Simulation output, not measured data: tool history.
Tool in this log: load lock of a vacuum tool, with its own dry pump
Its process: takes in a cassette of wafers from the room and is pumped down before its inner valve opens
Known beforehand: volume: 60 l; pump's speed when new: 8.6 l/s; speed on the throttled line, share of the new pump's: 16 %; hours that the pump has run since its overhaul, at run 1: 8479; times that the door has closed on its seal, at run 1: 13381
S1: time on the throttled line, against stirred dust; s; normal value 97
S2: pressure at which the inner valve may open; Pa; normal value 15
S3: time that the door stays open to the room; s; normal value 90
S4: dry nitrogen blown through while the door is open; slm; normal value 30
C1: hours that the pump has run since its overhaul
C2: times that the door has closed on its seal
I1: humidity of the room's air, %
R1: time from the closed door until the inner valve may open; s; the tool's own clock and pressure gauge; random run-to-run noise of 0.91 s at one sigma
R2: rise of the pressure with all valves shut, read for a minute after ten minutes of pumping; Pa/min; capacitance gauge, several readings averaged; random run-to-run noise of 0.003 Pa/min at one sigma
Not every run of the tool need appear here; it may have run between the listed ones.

run,hour,S1,S2,S3,S4,C1,C2,I1,R1,R2
1,0.0,97,15,90,30,8479,13381,46.7,144.3,0.019
2,103.8,97,15,90,30,8583,13863,45.6,142.5,0.017
3,272.6,97,15,90,30,8751,14647,43.8,142.6,0.016
4,496.6,97,15,90,30,8975,15688,43.0,143.8,0.019
5,722.1,97,15,90,30,9201,16736,42.9,143.1,0.016
6,827.9,97,15,90,30,9307,17227,43.3,142.0,0.011
7,945.4,97,15,90,30,9424,17773,46.2,144.6,0.018
8,1055.3,97,15,90,30,9534,18284,44.9,144.4,0.018
9,1177.1,97,15,90,30,9656,18850,44.4,142.8,0.016
10,1273.4,97,15,90,30,9752,19297,44.4,143.8,0.019
11,1493.4,97,15,90,30,9972,20319,45.3,144.9,0.018
12,1640.5,97,15,90,30,10119,21002,50.0,142.5,0.018
13,1759.8,97,15,90,30,10239,21556,48.6,142.3,0.020
14,1888.1,97,15,90,11,10367,22153,44.6,143.0,0.035
15,2030.0,97,15,90,11,10509,22812,42.9,143.0,0.025
16,2151.7,97,13,114,30,10631,23377,42.2,143.8,0.014
17,2264.5,97,15,90,4,10743,23901,44.6,143.8,0.054
18,2443.6,99,15,228,30,10922,24733,46.6,143.5,0.032
19,2543.7,99,15,228,30,11023,25198,45.8,143.5,0.036
20,2651.5,99,15,228,30,11130,25699,44.7,143.4,0.037
21,2808.3,144,15,89,34,11287,26427,47.5,183.2,0.018
22,2937.0,61,15,77,6,11416,27025,42.5,112.5,0.036

What if the next run were any one of these 3? Each begins from the tool's condition after run 22:
A,3132.0,68,17,90,8,11611,27931,48.2,?,?
B,3132.0,97,22,36,34,11611,27931,46.4,?,?
C,3132.0,159,26,90,30,11611,27931,43.3,?,?

run,R1,R2
A,117.4,0.042
B,139.4,0.012
C,192.6,0.017
Stripped of hidden state, with their random variation kept, the same runs would have yielded:
run,R1,R2
A,117.4,0.041
B,139.4,0.011
C,192.6,0.016

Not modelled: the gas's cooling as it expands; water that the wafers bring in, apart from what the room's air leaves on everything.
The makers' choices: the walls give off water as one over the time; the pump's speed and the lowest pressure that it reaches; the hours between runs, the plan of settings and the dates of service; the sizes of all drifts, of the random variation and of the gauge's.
